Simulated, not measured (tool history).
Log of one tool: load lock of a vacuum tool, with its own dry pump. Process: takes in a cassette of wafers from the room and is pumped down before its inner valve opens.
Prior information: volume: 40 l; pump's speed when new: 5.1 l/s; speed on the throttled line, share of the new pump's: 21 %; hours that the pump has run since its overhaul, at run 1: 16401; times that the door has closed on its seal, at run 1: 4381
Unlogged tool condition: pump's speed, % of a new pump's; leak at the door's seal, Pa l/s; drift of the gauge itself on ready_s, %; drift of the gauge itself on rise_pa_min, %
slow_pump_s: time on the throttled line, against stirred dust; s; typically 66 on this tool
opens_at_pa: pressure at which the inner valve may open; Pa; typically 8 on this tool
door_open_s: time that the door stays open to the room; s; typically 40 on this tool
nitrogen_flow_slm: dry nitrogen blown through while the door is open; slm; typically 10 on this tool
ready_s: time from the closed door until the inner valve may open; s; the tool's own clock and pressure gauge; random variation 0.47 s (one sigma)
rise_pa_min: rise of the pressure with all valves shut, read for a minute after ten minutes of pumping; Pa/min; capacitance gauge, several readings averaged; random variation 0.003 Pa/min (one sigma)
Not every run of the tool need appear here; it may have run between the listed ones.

run	hour	slow_pump_s	opens_at_pa	door_open_s	nitrogen_flow_slm	hours that the pump has run since its overhaul	times that the door has closed on its seal	incoming humidity of the room's air, %	ready_s	rise_pa_min
1	0	66	8	40	10	16401	4381	46.4	132.7	0.073
2	151	66	8	40	10	16552	4571	45	132.9	0.073
3	254.2	66	8	40	10	16656	4700	43.5	132.5	0.072
4	397.7	66	8	101	10	16799	4880	44.9	133.5	0.117
5	542.1	66	8	40	10	16944	5061	43.9	133.3	0.079
6	702.3	66	8	40	10	17104	5261	44.6	132.3	0.082
7	888.1	66	8	40	10	17290	5494	45.6	132.8	0.085
8	970.8	66	8	40	10	17372	5597	45.9	133.4	0.085
9	1162.1	66	8	40	10	17564	5837	44.8	133.2	0.091
10	1282.8	66	8	29	10	17684	5988	48.3	132.9	0.082
11	1366.9	66	8	29	10	17768	6094	45.9	133.6	0.089
12	1488.1	66	8	40	10	17890	6246	45.8	133.4	0.1
13	1604.2	66	8	40	10	18006	6391	46.4	132.8	0.098
14	1686	66	8	40	10	18087	6493	45.9	133.5	0.103
15	1795	66	8	40	10	18196	6630	48.3	132.7	0.098
16	1951.8	66	8	40	6	18353	6826	47.4	132.5	0.109
17	2080	89	8	40	6	18481	6987	42.6	150	0.106
18	2207.8	89	8	40	6	18609	7147	46.2	151.6	0.115
19	2336.5	67	8	40	10	18738	7308	43.7	135.1	0.106
20	2474.1	96	8	102	28	18876	7481	48.1	156.7	0.121
21	2642.9	96	8	102	28	19044	7692	43.4	156.4	0.12
22	2820.8	96	8	102	29	19222	7915	42.3	156.7	0.124
23	2916.3	96	8	102	29	19318	8035	45.9	156.6	0.124
24	3066.5	77	6	32	5	19468	8223	42.4	145.4	0.118
25	3180.5	69	12	47	5	19582	8366	44.7	132.1	0.139
26	3299.4	55	14	82	6	19701	8515	43.1	120.7	0.156

For run 27, what comes out?
27	3458.9	55	14	82	6	19860	8714	46.6	?	?

ready_s: 120.8 s
rise_pa_min: 0.166 Pa/min
If the tool had no hidden condition, the same run with the same run-to-run variation would have returned ready_s 114.7 s, rise_pa_min 0.078 Pa/min.
